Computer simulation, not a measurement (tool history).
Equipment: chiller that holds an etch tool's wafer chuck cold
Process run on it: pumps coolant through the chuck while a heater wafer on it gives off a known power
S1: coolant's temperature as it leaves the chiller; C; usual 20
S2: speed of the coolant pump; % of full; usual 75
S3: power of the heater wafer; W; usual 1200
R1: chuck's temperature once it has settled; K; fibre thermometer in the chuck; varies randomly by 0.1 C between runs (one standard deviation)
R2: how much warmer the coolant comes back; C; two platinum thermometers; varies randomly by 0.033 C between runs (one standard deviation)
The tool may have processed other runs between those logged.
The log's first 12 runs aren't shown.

run 13 day=18.067 | S1=20 S2=75 S3=1200 | R1=307.55 R2=4.51
run 14 day=19.729 | S1=20 S2=75 S3=1223 | R1=307.75 R2=4.57
run 15 day=21.554 | S1=20 S2=75 S3=1200 | R1=307.55 R2=4.46
run 16 day=22.700 | S1=20 S2=75 S3=1200 | R1=307.55 R2=4.44
run 17 day=23.908 | S1=18 S2=84 S3=745 | R1=299.35 R2=2.44
run 18 day=25.671 | S1=18 S2=84 S3=745 | R1=299.45 R2=2.50
run 19 day=27.583 | S1=16 S2=84 S3=730 | R1=297.35 R2=2.44
run 20 day=28.829 | S1=15 S2=75 S3=1200 | R1=302.95 R2=4.53
run 21 day=30.600 | S1=14 S2=95 S3=1131 | R1=299.05 R2=3.30
run 22 day=31.812 | S1=18 S2=74 S3=1200 | R1=305.65 R2=4.60
run 23 day=33.471 | S1=18 S2=74 S3=1200 | R1=305.85 R2=4.53
run 24 day=35.400 | S1=18 S2=74 S3=1200 | R1=305.75 R2=4.55
run 25 day=37.071 | S1=18 S2=74 S3=1200 | R1=305.75 R2=4.55
run 26 day=38.650 | S1=24 S2=71 S3=1200 | R1=311.95 R2=4.76
run 27 day=39.767 | S1=20 S2=83 S3=761 | R1=301.85 R2=2.53
run 28 day=41.388 | S1=20 S2=77 S3=1471 | R1=310.65 R2=5.37
run 29 day=42.529 | S1=16 S2=85 S3=650 | R1=296.45 R2=2.14
run 30 day=43.762 | S1=20 S2=75 S3=914 | R1=304.15 R2=3.45
run 31 day=45.288 | S1=20 S2=75 S3=914 | R1=304.25 R2=3.49
run 32 day=46.771 | S1=12 S2=99 S3=940 | R1=294.55 R2=2.61

Each row is a separate what-if for the run after 32, all from the same tool condition, not one after another. Results?
run A day=49.083 | S1=28 S2=75 S3=1515 | R1=? R2=?
run B day=49.083 | S1=30 S2=75 S3=1200 | R1=? R2=?
run C day=49.083 | S1=18 S2=66 S3=720 | R1=? R2=?
run D day=49.083 | S1=12 S2=99 S3=1777 | R1=? R2=?

run=A R1=319.55 R2=5.65
run=B R1=317.85 R2=4.46
run=C R1=300.45 R2=3.08
run=D R1=303.35 R2=4.95
With the hidden condition removed and each run's random variation left untouched, the same runs would have given:
run=A R1=318.35 R2=5.36
run=B R1=316.85 R2=4.23
run=C R1=299.85 R2=2.92
run=D R1=302.05 R2=4.69
